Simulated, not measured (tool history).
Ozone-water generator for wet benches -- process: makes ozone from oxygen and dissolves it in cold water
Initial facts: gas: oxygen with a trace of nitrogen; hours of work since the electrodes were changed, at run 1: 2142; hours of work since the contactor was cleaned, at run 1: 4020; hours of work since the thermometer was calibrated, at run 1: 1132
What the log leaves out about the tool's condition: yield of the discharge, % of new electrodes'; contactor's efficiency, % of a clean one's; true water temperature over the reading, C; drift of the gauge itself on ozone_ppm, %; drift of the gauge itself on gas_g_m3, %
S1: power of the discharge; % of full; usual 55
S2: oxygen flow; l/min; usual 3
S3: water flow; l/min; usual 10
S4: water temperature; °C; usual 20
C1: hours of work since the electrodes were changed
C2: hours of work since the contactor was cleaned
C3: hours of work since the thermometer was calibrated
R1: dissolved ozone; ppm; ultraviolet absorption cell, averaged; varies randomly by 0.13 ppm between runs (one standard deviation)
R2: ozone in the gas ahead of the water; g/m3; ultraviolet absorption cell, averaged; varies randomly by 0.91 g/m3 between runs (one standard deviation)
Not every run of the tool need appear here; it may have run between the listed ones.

run   hour  S1    S2  S3  S4    C1    C2    C3    R1     R2
  1      0  55     3  10  20  2142  4020  1132  12.7  141.7
  2   58.2  55     3  10  20  2199  4077  1188  12.6  140.7
  3  105.5  55     3  10  20  2245  4123  1235  12.4    142
  4  143.8  55     3  10  20  2283  4161  1272  12.5  140.7
  5    181  55     3  10  20  2319  4197  1308  12.5  140.3
  6  225.7  55     3  10  20  2362  4240  1352  12.5  138.9
  7  280.3  55     3  10  20  2416  4294  1405  12.4  140.1
  8  332.4  56     3  10  20  2466  4344  1456  12.6  141.9
  9  368.6  55     3  10  20  2502  4380  1491  12.6  139.7
 10  397.7  91     3  10  12  2530  4408  1520  21.5  212.4
 11  432.7  55     3  14  19  2564  4442  1554   9.3  139.3
 12    460  77  2.93   8  19  2591  4469  1580  19.9  185.6
 13  503.1  55   3.5   8  17  2633  4511  1622  15.7  130.5
 14  563.8  82  2.06  10  20  2692  4570  1681  16.6  228.7
 15  622.5  55  2.04  10  20  2749  4627  1739  11.9  165.8
 16  666.2  55  2.04  10  20  2792  4670  1781  11.9  165.5
 17  704.1  66  1.54   7  20  2829  4707  1818  18.7  221.7

What if the next run were any one of these 4? Each begins from the tool's condition after run 17:
  A  762.5  66  1.54   7  15  2886  4764  1875   ?   ?
  B  762.5  66  2.56   8  20  2886  4764  1875   ?   ?
  C  762.5  61  1.77   7  18  2886  4764  1875   ?   ?
  D  762.5  80     3  10  20  2886  4764  1875   ?   ?

run    R1     R2
  A  19.8  217.5
  B  17.3  173.3
  C  18.6  191.3
  D  16.8  185.7
Had the tool no hidden state, the same runs would have come out as:
run    R1     R2
  A  23.5  246.3
  B  20.6  196.1
  C  21.9  214.6
  D  20.5    215
